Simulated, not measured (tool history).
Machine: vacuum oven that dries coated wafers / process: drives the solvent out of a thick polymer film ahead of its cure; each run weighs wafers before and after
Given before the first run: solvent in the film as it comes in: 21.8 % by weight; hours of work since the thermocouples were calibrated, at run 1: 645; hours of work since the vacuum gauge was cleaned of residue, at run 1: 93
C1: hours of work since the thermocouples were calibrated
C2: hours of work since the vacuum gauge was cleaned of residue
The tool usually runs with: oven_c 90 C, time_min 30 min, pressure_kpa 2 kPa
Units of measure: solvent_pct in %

run 1 day=0 | oven_c=90 time_min=30 pressure_kpa=2 | C1=645 C2=93 | solvent_pct=1.49
run 2 day=1.033 | oven_c=90 time_min=30 pressure_kpa=2 | C1=663 C2=111 | solvent_pct=1.53
run 3 day=1.771 | oven_c=90 time_min=30 pressure_kpa=2 | C1=676 C2=124 | solvent_pct=1.48
run 4 day=2.562 | oven_c=90 time_min=30 pressure_kpa=2 | C1=690 C2=138 | solvent_pct=1.54
run 5 day=3.583 | oven_c=90 time_min=30 pressure_kpa=4.5 | C1=708 C2=156 | solvent_pct=2.21
run 6 day=4.342 | oven_c=90 time_min=30 pressure_kpa=4.5 | C1=721 C2=169 | solvent_pct=2.15
run 7 day=5.275 | oven_c=81 time_min=30 pressure_kpa=3.51 | C1=737 C2=185 | solvent_pct=5.12
run 8 day=5.846 | oven_c=93 time_min=25 pressure_kpa=3.6 | C1=747 C2=195 | solvent_pct=1.73
run 9 day=6.596 | oven_c=88 time_min=25 pressure_kpa=3.6 | C1=760 C2=208 | solvent_pct=3.15
run 10 day=7.375 | oven_c=87 time_min=19 pressure_kpa=1.06 | C1=774 C2=222 | solvent_pct=4.29
run 11 day=8.267 | oven_c=78 time_min=19 pressure_kpa=2.03 | C1=789 C2=237 | solvent_pct=8.84

Forecast each of these 5 alternatives for the next run:
run A day=8.958 | oven_c=79 time_min=20 pressure_kpa=2.57 | C1=801 C2=249 | solvent_pct=?
run B day=8.958 | oven_c=93 time_min=52 pressure_kpa=1.57 | C1=801 C2=249 | solvent_pct=?
run C day=8.958 | oven_c=77 time_min=18 pressure_kpa=1.59 | C1=801 C2=249 | solvent_pct=?
run D day=8.958 | oven_c=78 time_min=19 pressure_kpa=2.03 | C1=801 C2=249 | solvent_pct=?
run E day=8.958 | oven_c=96 time_min=48 pressure_kpa=2.03 | C1=801 C2=249 | solvent_pct=?

run=A solvent_pct=8.3
run=B solvent_pct=0.44
run=C solvent_pct=9.63
run=D solvent_pct=8.9
run=E solvent_pct=0.46
Take away the tool's hidden state, keep each run's random variation, and the runs would have read:
run=A solvent_pct=9.34
run=B solvent_pct=0.49
run=C solvent_pct=10.59
run=D solvent_pct=9.9
run=E solvent_pct=0.5
